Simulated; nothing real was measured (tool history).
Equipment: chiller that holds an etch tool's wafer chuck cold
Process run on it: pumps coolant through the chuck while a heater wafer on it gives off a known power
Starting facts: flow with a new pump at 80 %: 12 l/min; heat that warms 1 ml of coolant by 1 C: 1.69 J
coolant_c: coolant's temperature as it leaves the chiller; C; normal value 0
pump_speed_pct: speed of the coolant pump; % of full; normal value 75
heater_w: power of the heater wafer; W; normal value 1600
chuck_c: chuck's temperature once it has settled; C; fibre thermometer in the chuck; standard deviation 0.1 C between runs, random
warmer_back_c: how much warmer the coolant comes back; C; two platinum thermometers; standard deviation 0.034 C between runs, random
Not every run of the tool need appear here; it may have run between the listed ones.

run    hour  coolant_c  pump_speed_pct  heater_w  chuck_c  warmer_back_c
  1       0          0              75      1600     11.9           5.18
  2      39          0              75      1600     11.8           5.18
  3    89.1          0              75      1600       12           5.22
  4   135.1          0              75      1907     14.2           6.21
  5   168.4          0              75      1907     14.2           6.27
  6   199.5          0              75      1600     11.9           5.25
  7   235.8          0              75      1600       12           5.12
  8   293.2          0              75      1600       12           5.25
  9     351          7              75      1600     19.1           5.22
 10   385.3          7              75      1600     19.2           5.22
 11   414.6          0              75      1600     12.1           5.23
 12     473          0              75      1600     12.2           5.24
 13   503.1          0              75      1600     12.2           5.24
 14   527.9          0              75      1353     10.3           4.49
 15   576.2          0              80      1353      9.7           4.14
 16   605.4         -9              80      1963      5.1           5.98
 17   651.3          1              66       888      8.8            3.3
 18   690.4          3              66      2047     20.6           7.76
 19   723.7          1              88      1328      9.6           3.64
 20   781.3         -1              92      1600      9.3           4.17
 21   826.1          3              61      2278     23.9           9.31
 22   855.2          1              61      2236     21.7           9.17
 23   904.6          4              61       950     12.7           3.94
 24   940.2         -8              61       950      0.7           3.92
 25     987         -4              64      1164      6.3           4.51
 26    1031         -4              64      1164      6.1           4.59
 27    1077          9              73      1164     18.2           3.91
 28  1135.2          9              73      1164     18.1           3.95
 29  1181.7          9              73      1164     18.3           3.97
 30  1230.8          0              61      1681     15.8           6.98

Not shown here: 2 entries made in the log between runs. Locate each between two listed runs and compare the hidden state at the listed run before it with the hidden state at the listed run after it:
Logged between run 9 and run 10: chiller's thermometer calibrated (hour 356.8)
  heat passed by the chuck's channels, % of clean ones': 98.4 -> 98.3; flow at a given pump speed, % of a new pump's: 97.8 -> 97.7; coolant's true temperature over the reading, C: 0.11 -> 0.2
  measured value less the no-hidden-state value, chuck_c: +0.5 -> +0.6 C; warmer_back_c: +0.12 -> +0.12 C
Logged between run 18 and run 19: chiller's thermometer calibrated, once more (hour 703.8)
  heat passed by the chuck's channels, % of clean ones': 97.4 -> 97.3; flow at a given pump speed, % of a new pump's: 97.4 -> 97.3; coolant's true temperature over the reading, C: 0.26 -> -0.01
  measured value less the no-hidden-state value, chuck_c: +1 -> +0.3 C; warmer_back_c: +0.2 -> +0.1 C
